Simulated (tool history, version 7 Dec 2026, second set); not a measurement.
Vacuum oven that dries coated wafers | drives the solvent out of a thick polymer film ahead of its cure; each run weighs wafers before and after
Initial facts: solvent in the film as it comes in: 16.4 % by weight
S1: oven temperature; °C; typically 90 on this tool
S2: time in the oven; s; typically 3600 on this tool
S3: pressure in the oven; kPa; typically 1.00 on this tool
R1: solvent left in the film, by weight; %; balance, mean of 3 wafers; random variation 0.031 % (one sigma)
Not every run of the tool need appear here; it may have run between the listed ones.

| run | day | S1 | S2 | S3 | R1 |
|---|---|---|---|---|---|
| 1 | 0.000 | 90 | 3600 | 1.00 | 0.89 |
| 2 | 2.079 | 89 | 3600 | 1.00 | 0.94 |
| 3 | 4.508 | 88 | 3600 | 1.00 | 1.08 |
| 4 | 6.638 | 90 | 3600 | 1.00 | 0.91 |
| 5 | 8.233 | 90 | 3600 | 0.50 | 0.76 |
| 6 | 9.475 | 90 | 3600 | 0.50 | 0.74 |
| 7 | 10.621 | 90 | 3600 | 3.19 | 1.53 |
| 8 | 12.800 | 90 | 3600 | 3.19 | 1.52 |
| 9 | 15.029 | 90 | 3600 | 3.19 | 1.53 |
| 10 | 16.700 | 91 | 2820 | 0.65 | 1.18 |
| 11 | 19.262 | 102 | 3120 | 0.62 | 0.20 |
| 12 | 20.379 | 94 | 2100 | 1.40 | 1.74 |
| 13 | 22.733 | 90 | 3600 | 0.65 | 0.76 |
| 14 | 24.446 | 104 | 1860 | 3.24 | 1.03 |
| 15 | 26.333 | 104 | 1860 | 3.24 | 1.01 |

Estimate the outcome of run 16 from the log above:
| 16 | 27.908 | 100 | 3600 | 1.48 | ? |

Run 16 measured R1 0.34 %.
Without the tool's hidden state the same run would have given R1 0.34 %.
